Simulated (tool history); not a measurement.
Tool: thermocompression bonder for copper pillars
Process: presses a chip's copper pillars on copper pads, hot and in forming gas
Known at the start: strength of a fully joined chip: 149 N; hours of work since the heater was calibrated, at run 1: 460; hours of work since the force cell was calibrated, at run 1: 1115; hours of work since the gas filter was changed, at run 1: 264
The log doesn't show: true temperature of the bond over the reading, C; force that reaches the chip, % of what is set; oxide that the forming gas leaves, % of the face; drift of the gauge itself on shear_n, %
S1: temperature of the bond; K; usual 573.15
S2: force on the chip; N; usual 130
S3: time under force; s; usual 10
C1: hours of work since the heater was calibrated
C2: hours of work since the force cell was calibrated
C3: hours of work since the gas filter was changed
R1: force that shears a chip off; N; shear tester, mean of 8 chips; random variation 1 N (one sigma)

{"run": 1, "hour": 0.0, "S1": 573.15, "S2": 130, "S3": 10, "C1": 460, "C2": 1115, "C3": 264, "R1": 94.2}
{"run": 2, "hour": 29.6, "S1": 573.15, "S2": 130, "S3": 10, "C1": 482, "C2": 1138, "C3": 287, "R1": 96.1}
{"run": 3, "hour": 70.0, "S1": 573.15, "S2": 130, "S3": 10, "C1": 514, "C2": 1169, "C3": 318, "R1": 94.8}
{"run": 4, "hour": 100.8, "S1": 573.15, "S2": 130, "S3": 10, "C1": 537, "C2": 1193, "C3": 342, "R1": 95.9}
{"hour": 129.2, "done": "forming gas filter changed"}
{"run": 5, "hour": 129.6, "S1": 573.15, "S2": 130, "S3": 10, "C1": 559, "C2": 1215, "C3": 0, "R1": 104.5}
{"run": 6, "hour": 155.3, "S1": 573.15, "S2": 130, "S3": 11, "C1": 579, "C2": 1234, "C3": 20, "R1": 108.6}
{"run": 7, "hour": 190.0, "S1": 573.15, "S2": 130, "S3": 11, "C1": 606, "C2": 1261, "C3": 47, "R1": 108.3}
{"hour": 218.6, "done": "heater calibrated with a thermocouple chip"}
{"run": 8, "hour": 230.7, "S1": 573.15, "S2": 130, "S3": 11, "C1": 9, "C2": 1291, "C3": 77, "R1": 93.1}
{"run": 9, "hour": 261.6, "S1": 573.15, "S2": 130, "S3": 11, "C1": 33, "C2": 1315, "C3": 101, "R1": 96.8}
{"run": 10, "hour": 290.0, "S1": 573.15, "S2": 130, "S3": 10, "C1": 55, "C2": 1337, "C3": 122, "R1": 91.8}
{"run": 11, "hour": 313.9, "S1": 565.15, "S2": 182, "S3": 12, "C1": 73, "C2": 1355, "C3": 141, "R1": 109.9}
{"run": 12, "hour": 355.1, "S1": 597.15, "S2": 106, "S3": 8, "C1": 105, "C2": 1387, "C3": 173, "R1": 92.8}
{"run": 13, "hour": 402.1, "S1": 585.15, "S2": 174, "S3": 20, "C1": 141, "C2": 1423, "C3": 209, "R1": 126.1}
{"run": 14, "hour": 442.4, "S1": 573.15, "S2": 130, "S3": 5, "C1": 173, "C2": 1454, "C3": 240, "R1": 76.3}
{"run": 15, "hour": 463.6, "S1": 582.15, "S2": 123, "S3": 27, "C1": 189, "C2": 1471, "C3": 256, "R1": 118.9}
{"run": 16, "hour": 498.2, "S1": 551.15, "S2": 78, "S3": 6, "C1": 216, "C2": 1497, "C3": 283, "R1": 42.2}
{"run": 17, "hour": 529.8, "S1": 596.15, "S2": 142, "S3": 6, "C1": 240, "C2": 1522, "C3": 307, "R1": 96.2}
{"run": 18, "hour": 570.1, "S1": 595.15, "S2": 121, "S3": 5, "C1": 271, "C2": 1553, "C3": 339, "R1": 83.6}
{"hour": 604.5, "done": "forming gas filter changed"}
{"run": 19, "hour": 607.5, "S1": 573.15, "S2": 173, "S3": 19, "C1": 300, "C2": 1581, "C3": 2, "R1": 131.8}
{"run": 20, "hour": 647.7, "S1": 573.15, "S2": 122, "S3": 12, "C1": 331, "C2": 1612, "C3": 33, "R1": 100.8}

5 ways to go on from here, each from the tool as it stands after run 20. What would each give?
{"run": "A", "hour": 676.8, "S1": 562.15, "S2": 152, "S3": 12, "C1": 353, "C2": 1635, "C3": 56, "R1": "?"}
{"run": "B", "hour": 676.8, "S1": 553.15, "S2": 173, "S3": 9, "C1": 353, "C2": 1635, "C3": 56, "R1": "?"}
{"run": "C", "hour": 676.8, "S1": 554.15, "S2": 120, "S3": 10, "C1": 353, "C2": 1635, "C3": 56, "R1": "?"}
{"run": "D", "hour": 676.8, "S1": 573.15, "S2": 79, "S3": 8, "C1": 353, "C2": 1635, "C3": 56, "R1": "?"}
{"run": "E", "hour": 676.8, "S1": 573.15, "S2": 121, "S3": 12, "C1": 353, "C2": 1635, "C3": 56, "R1": "?"}

run=A R1=105
run=B R1=96.9
run=C R1=80.4
run=D R1=69.1
run=E R1=100.8
Without the tool's hidden state the same runs would have given:
run=A R1=96.8
run=B R1=88.2
run=C R1=72
run=D R1=61.4
run=E R1=92.6

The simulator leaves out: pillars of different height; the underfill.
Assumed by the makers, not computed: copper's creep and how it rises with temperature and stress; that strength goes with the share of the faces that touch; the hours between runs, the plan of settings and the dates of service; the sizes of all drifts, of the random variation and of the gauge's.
